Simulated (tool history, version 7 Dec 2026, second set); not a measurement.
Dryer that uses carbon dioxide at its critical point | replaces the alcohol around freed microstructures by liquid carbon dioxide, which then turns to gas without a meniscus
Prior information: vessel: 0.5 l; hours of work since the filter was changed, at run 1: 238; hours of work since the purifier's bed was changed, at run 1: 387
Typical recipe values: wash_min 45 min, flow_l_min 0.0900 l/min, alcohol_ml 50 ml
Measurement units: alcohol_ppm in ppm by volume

run   hour  wash_min  flow_l_min  alcohol_ml  hours of work since the filter was changed  hours of work since the purifier's bed was changed  alcohol_ppm
  1    0.0        45      0.0900          50                                         238                                                 387          317
  2   38.5        45      0.0900          50                                         268                                                 417          312
  3   77.1        45      0.1120          50                                         298                                                 448          138
  4   98.9        45      0.1120          50                                         315                                                 465          140
  5  127.1        45      0.0616          50                                         337                                                 487         1699
  6  156.8        45      0.0616          50                                         361                                                 510         1729
  7  199.5        45      0.0616          50                                         394                                                 543         1725
  8  225.3        45      0.0900          66                                         414                                                 564          452
  9  247.2        45      0.0900          66                                         431                                                 581          485
 10  276.3        45      0.0668          50                                         454                                                 603         1320
 11  305.9        56      0.0668          50                                         477                                                 627          521
 12  333.0        56      0.0668          50                                         498                                                 648          549
 13  353.7        31      0.0640          50                                         515                                                 664         5809
 14  381.5        31      0.0640          50                                         536                                                 686         5730
 15  404.7        57      0.1016          51                                         555                                                 704          141
     441.3  -- inlet filter changed
 16  452.4        57      0.1016          51                                           9                                                 740          130
 17  488.2        38      0.0900          45                                          37                                                 768          603
 18  529.7        63      0.0566          27                                          69                                                 801          349
 19  548.5        34      0.0696         110                                          84                                                 815         6035

What if the next run were any one of these 3? Each begins from the tool's condition after run 19:
  A  574.4        61      0.0900          50                                         104                                                 836            ?
  B  574.4        64      0.0900          50                                         104                                                 836            ?
  C  574.4        45      0.0900          22                                         104                                                 836            ?

run  alcohol_ppm
  A          160
  B          146
  C          222
With the hidden condition removed and each run's random variation left untouched, the same runs would have given:
run  alcohol_ppm
  A           29
  B           22
  C           88
